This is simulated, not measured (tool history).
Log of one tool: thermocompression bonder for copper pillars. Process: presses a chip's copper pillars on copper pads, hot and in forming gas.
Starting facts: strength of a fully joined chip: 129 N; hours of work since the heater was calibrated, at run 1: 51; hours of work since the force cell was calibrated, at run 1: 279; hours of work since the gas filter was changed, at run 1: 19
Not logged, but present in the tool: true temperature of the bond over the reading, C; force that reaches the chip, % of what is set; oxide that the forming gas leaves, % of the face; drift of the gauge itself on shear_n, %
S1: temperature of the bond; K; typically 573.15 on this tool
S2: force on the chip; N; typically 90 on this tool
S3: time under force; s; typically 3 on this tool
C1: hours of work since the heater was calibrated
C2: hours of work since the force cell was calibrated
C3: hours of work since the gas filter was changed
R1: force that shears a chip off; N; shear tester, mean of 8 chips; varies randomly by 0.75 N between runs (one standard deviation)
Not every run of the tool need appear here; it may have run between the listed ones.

run	hour	S1	S2	S3	C1	C2	C3	R1
1	0	573.15	90	3	51	279	19	71.4
2	13.7	573.15	78	3	57	285	26	67.6
3	30.4	573.15	78	3	65	293	33	66
4	44.5	573.15	78	3	72	299	40	66.6
5	52.9	573.15	90	3	75	303	44	70
6	61	573.15	90	3	79	307	47	69.7
7	71.9	573.15	88	3	84	312	52	68.8
8	79.4	573.15	88	3	88	315	56	69.1
9	92.9	573.15	88	3	94	322	62	68.4
10	103.2	573.15	88	3	99	326	67	67.7
11	110.9	573.15	88	7	102	330	70	86.5
12	126.1	592.15	88	7	109	337	78	97.4
13	139.4	592.15	88	2	115	343	84	71.7
14	152.7	592.15	88	2	121	349	90	70.3
15	168.9	592.15	88	2	129	357	97	71.1
16	185	592.15	88	2	136	364	105	69.5
# hour 199.7: forming gas filter changed
17	199.8	573.15	90	3	143	371	0	72.6
18	214.4	573.15	96	3	150	377	7	73.3
19	222.8	573.15	96	3	154	381	11	74.6
20	234.8	573.15	96	3	159	387	16	74.6
21	248.3	573.15	96	3	165	393	22	73.3
22	264	596.15	128	2	173	400	30	87.7
23	274.4	573.15	90	8	177	405	34	93.4
24	287.5	577.15	71	2	183	411	41	57.8
25	301.3	554.15	70	5	190	418	47	59
26	309.9	549.15	90	3	194	422	51	51.4
27	326	571.15	90	3	201	429	58	67.8
28	333.8	571.15	90	3	205	433	62	67.1
29	349.7	596.15	90	3	212	440	69	83.8
30	359.6	596.15	90	3	217	444	74	84.6
31	367	595.15	103	6	220	448	77	98.2
32	378.6	595.15	103	6	226	453	83	101.2
33	387.4	601.15	81	3	230	457	87	82.1
34	403.4	573.15	116	4	237	465	94	80.4
35	414.2	573.15	116	4	242	470	99	80.1
36	424.8	573.15	86	7	247	475	104	82.7
37	435	573.15	86	7	252	479	109	82.3
# hour 441.3: forming gas filter changed
38	444.3	573.15	90	2	256	483	1	62.1
39	460.8	573.15	90	2	263	491	9	60.1
40	477.2	594.15	84	9	271	499	17	106.5

What if the next run were any one of these 4? Each begins from the tool's condition after run 40:
A	488.9	543.15	126	3	276	504	22	?
B	488.9	592.15	78	8	276	504	22	?
C	488.9	594.15	84	7	276	504	22	?
D	488.9	596.15	90	3	276	504	22	?

run	R1
A	57.6
B	101.3
C	102
D	86.2
Stripped of hidden state, with their random variation kept, the same runs would have yielded:
run	R1
A	62
B	105.9
C	106.6
D	90.9
